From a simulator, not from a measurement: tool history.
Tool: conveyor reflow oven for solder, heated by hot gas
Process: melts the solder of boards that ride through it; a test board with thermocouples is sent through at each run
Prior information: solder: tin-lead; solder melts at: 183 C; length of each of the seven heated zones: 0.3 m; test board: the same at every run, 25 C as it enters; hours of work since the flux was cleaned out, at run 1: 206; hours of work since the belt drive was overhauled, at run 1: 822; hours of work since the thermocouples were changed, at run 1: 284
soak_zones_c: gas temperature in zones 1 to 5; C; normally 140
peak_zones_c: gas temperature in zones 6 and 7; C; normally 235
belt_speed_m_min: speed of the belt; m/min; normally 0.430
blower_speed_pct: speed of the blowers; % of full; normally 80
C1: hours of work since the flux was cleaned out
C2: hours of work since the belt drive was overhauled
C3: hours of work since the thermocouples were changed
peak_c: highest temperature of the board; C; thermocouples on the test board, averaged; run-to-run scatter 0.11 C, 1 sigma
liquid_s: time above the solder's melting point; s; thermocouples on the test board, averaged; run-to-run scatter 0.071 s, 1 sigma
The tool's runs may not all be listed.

{"run": 1, "hour": 0.0, "soak_zones_c": 140, "peak_zones_c": 235, "belt_speed_m_min": 0.43, "blower_speed_pct": 80, "C1": 206, "C2": 822, "C3": 284, "peak_c": 222.9, "liquid_s": 69.74}
{"hour": 19.8, "done": "flux residue cleaned out of gas plates and filters"}
{"run": 2, "hour": 33.6, "soak_zones_c": 140, "peak_zones_c": 235, "belt_speed_m_min": 0.43, "blower_speed_pct": 80, "C1": 9, "C2": 840, "C3": 302, "peak_c": 222.0, "liquid_s": 69.05}
{"run": 3, "hour": 68.9, "soak_zones_c": 140, "peak_zones_c": 235, "belt_speed_m_min": 0.43, "blower_speed_pct": 68, "C1": 31, "C2": 862, "C3": 324, "peak_c": 219.4, "liquid_s": 66.39}
{"hour": 94.3, "done": "flux residue cleaned out of gas plates and filters, once more"}
{"run": 4, "hour": 109.2, "soak_zones_c": 140, "peak_zones_c": 245, "belt_speed_m_min": 0.43, "blower_speed_pct": 68, "C1": 9, "C2": 884, "C3": 346, "peak_c": 230.8, "liquid_s": 74.59}
{"run": 5, "hour": 126.1, "soak_zones_c": 140, "peak_zones_c": 245, "belt_speed_m_min": 0.43, "blower_speed_pct": 68, "C1": 20, "C2": 894, "C3": 357, "peak_c": 230.8, "liquid_s": 74.54}
{"run": 6, "hour": 151.5, "soak_zones_c": 140, "peak_zones_c": 245, "belt_speed_m_min": 0.43, "blower_speed_pct": 68, "C1": 36, "C2": 910, "C3": 372, "peak_c": 230.8, "liquid_s": 74.46}
{"run": 7, "hour": 188.3, "soak_zones_c": 140, "peak_zones_c": 245, "belt_speed_m_min": 0.43, "blower_speed_pct": 68, "C1": 58, "C2": 933, "C3": 395, "peak_c": 230.4, "liquid_s": 74.31}
{"run": 8, "hour": 210.6, "soak_zones_c": 140, "peak_zones_c": 245, "belt_speed_m_min": 0.43, "blower_speed_pct": 68, "C1": 72, "C2": 947, "C3": 409, "peak_c": 230.4, "liquid_s": 74.29}
{"run": 9, "hour": 251.1, "soak_zones_c": 140, "peak_zones_c": 235, "belt_speed_m_min": 0.43, "blower_speed_pct": 51, "C1": 98, "C2": 972, "C3": 434, "peak_c": 216.0, "liquid_s": 62.93}
{"run": 10, "hour": 268.6, "soak_zones_c": 140, "peak_zones_c": 235, "belt_speed_m_min": 0.43, "blower_speed_pct": 80, "C1": 108, "C2": 983, "C3": 445, "peak_c": 223.4, "liquid_s": 70.7}
{"run": 11, "hour": 297.8, "soak_zones_c": 140, "peak_zones_c": 235, "belt_speed_m_min": 0.43, "blower_speed_pct": 80, "C1": 127, "C2": 1001, "C3": 463, "peak_c": 223.5, "liquid_s": 70.54}
{"run": 12, "hour": 320.7, "soak_zones_c": 140, "peak_zones_c": 235, "belt_speed_m_min": 0.43, "blower_speed_pct": 80, "C1": 141, "C2": 1015, "C3": 478, "peak_c": 223.5, "liquid_s": 70.46}
{"run": 13, "hour": 342.6, "soak_zones_c": 140, "peak_zones_c": 235, "belt_speed_m_min": 0.43, "blower_speed_pct": 80, "C1": 154, "C2": 1029, "C3": 491, "peak_c": 223.3, "liquid_s": 70.3}
{"run": 14, "hour": 377.7, "soak_zones_c": 140, "peak_zones_c": 235, "belt_speed_m_min": 0.43, "blower_speed_pct": 80, "C1": 176, "C2": 1051, "C3": 513, "peak_c": 223.2, "liquid_s": 70.17}
{"run": 15, "hour": 395.1, "soak_zones_c": 140, "peak_zones_c": 235, "belt_speed_m_min": 0.43, "blower_speed_pct": 59, "C1": 187, "C2": 1062, "C3": 524, "peak_c": 218.0, "liquid_s": 65.25}
{"run": 16, "hour": 423.9, "soak_zones_c": 140, "peak_zones_c": 235, "belt_speed_m_min": 0.43, "blower_speed_pct": 59, "C1": 205, "C2": 1080, "C3": 542, "peak_c": 217.8, "liquid_s": 65.11}
{"hour": 445.2, "done": "flux residue cleaned out of gas plates and filters"}
{"run": 17, "hour": 458.4, "soak_zones_c": 140, "peak_zones_c": 224, "belt_speed_m_min": 0.499, "blower_speed_pct": 53, "C1": 8, "C2": 1098, "C3": 560, "peak_c": 202.9, "liquid_s": 40.73}
{"run": 18, "hour": 484.5, "soak_zones_c": 140, "peak_zones_c": 238, "belt_speed_m_min": 0.488, "blower_speed_pct": 80, "C1": 24, "C2": 1114, "C3": 576, "peak_c": 223.6, "liquid_s": 61.81}
{"run": 19, "hour": 507.9, "soak_zones_c": 126, "peak_zones_c": 232, "belt_speed_m_min": 0.409, "blower_speed_pct": 69, "C1": 39, "C2": 1129, "C3": 591, "peak_c": 218.5, "liquid_s": 65.37}
{"run": 20, "hour": 527.0, "soak_zones_c": 145, "peak_zones_c": 224, "belt_speed_m_min": 0.43, "blower_speed_pct": 84, "C1": 51, "C2": 1141, "C3": 603, "peak_c": 215.2, "liquid_s": 67.34}
{"run": 21, "hour": 557.2, "soak_zones_c": 145, "peak_zones_c": 227, "belt_speed_m_min": 0.43, "blower_speed_pct": 82, "C1": 70, "C2": 1159, "C3": 622, "peak_c": 217.2, "liquid_s": 68.91}
{"run": 22, "hour": 585.9, "soak_zones_c": 145, "peak_zones_c": 227, "belt_speed_m_min": 0.43, "blower_speed_pct": 82, "C1": 88, "C2": 1177, "C3": 640, "peak_c": 217.1, "liquid_s": 68.66}
{"run": 23, "hour": 610.0, "soak_zones_c": 145, "peak_zones_c": 227, "belt_speed_m_min": 0.43, "blower_speed_pct": 82, "C1": 103, "C2": 1192, "C3": 655, "peak_c": 217.2, "liquid_s": 68.7}
{"run": 24, "hour": 642.6, "soak_zones_c": 129, "peak_zones_c": 228, "belt_speed_m_min": 0.417, "blower_speed_pct": 73, "C1": 123, "C2": 1213, "C3": 675, "peak_c": 214.9, "liquid_s": 62.22}
{"run": 25, "hour": 660.8, "soak_zones_c": 146, "peak_zones_c": 235, "belt_speed_m_min": 0.436, "blower_speed_pct": 80, "C1": 134, "C2": 1224, "C3": 686, "peak_c": 223.5, "liquid_s": 72.08}
{"run": 26, "hour": 699.6, "soak_zones_c": 131, "peak_zones_c": 237, "belt_speed_m_min": 0.436, "blower_speed_pct": 80, "C1": 158, "C2": 1248, "C3": 710, "peak_c": 223.2, "liquid_s": 66.49}
{"run": 27, "hour": 729.0, "soak_zones_c": 133, "peak_zones_c": 235, "belt_speed_m_min": 0.43, "blower_speed_pct": 56, "C1": 177, "C2": 1266, "C3": 729, "peak_c": 215.6, "liquid_s": 60.68}
{"hour": 769.3, "done": "belt drive overhauled, speed set with a stopwatch"}
{"run": 28, "hour": 769.3, "soak_zones_c": 134, "peak_zones_c": 235, "belt_speed_m_min": 0.507, "blower_speed_pct": 56, "C1": 199, "C2": 0, "C3": 751, "peak_c": 208.6, "liquid_s": 43.16}
{"run": 29, "hour": 790.1, "soak_zones_c": 140, "peak_zones_c": 235, "belt_speed_m_min": 0.48, "blower_speed_pct": 86, "C1": 212, "C2": 13, "C3": 764, "peak_c": 220.3, "liquid_s": 59.59}
{"hour": 799.8, "done": "flux residue cleaned out of gas plates and filters"}
{"run": 30, "hour": 835.0, "soak_zones_c": 130, "peak_zones_c": 235, "belt_speed_m_min": 0.351, "blower_speed_pct": 80, "C1": 22, "C2": 38, "C3": 789, "peak_c": 227.0, "liquid_s": 85.46}
{"run": 31, "hour": 853.1, "soak_zones_c": 130, "peak_zones_c": 235, "belt_speed_m_min": 0.351, "blower_speed_pct": 80, "C1": 33, "C2": 49, "C3": 800, "peak_c": 226.6, "liquid_s": 85.41}

Consider 3 possible next runs. They are alternatives, not a sequence: every one starts from the tool as it was left by run 31. What does each give?
{"run": "A", "hour": 894.6, "soak_zones_c": 150, "peak_zones_c": 235, "belt_speed_m_min": 0.351, "blower_speed_pct": 71, "C1": 59, "C2": 75, "C3": 826, "peak_c": "?", "liquid_s": "?"}
{"run": "B", "hour": 894.6, "soak_zones_c": 130, "peak_zones_c": 225, "belt_speed_m_min": 0.496, "blower_speed_pct": 80, "C1": 59, "C2": 75, "C3": 826, "peak_c": "?", "liquid_s": "?"}
{"run": "C", "hour": 894.6, "soak_zones_c": 133, "peak_zones_c": 242, "belt_speed_m_min": 0.351, "blower_speed_pct": 80, "C1": 59, "C2": 75, "C3": 826, "peak_c": "?", "liquid_s": "?"}

run=A peak_c=226.9 liquid_s=92.83
run=B peak_c=209.1 liquid_s=45.88
run=C peak_c=233.6 liquid_s=90.21
Had the tool no hidden state, the same runs would have come out as:
run=A peak_c=228.5 liquid_s=93.63
run=B peak_c=210.8 liquid_s=47.50
run=C peak_c=235.3 liquid_s=91.03
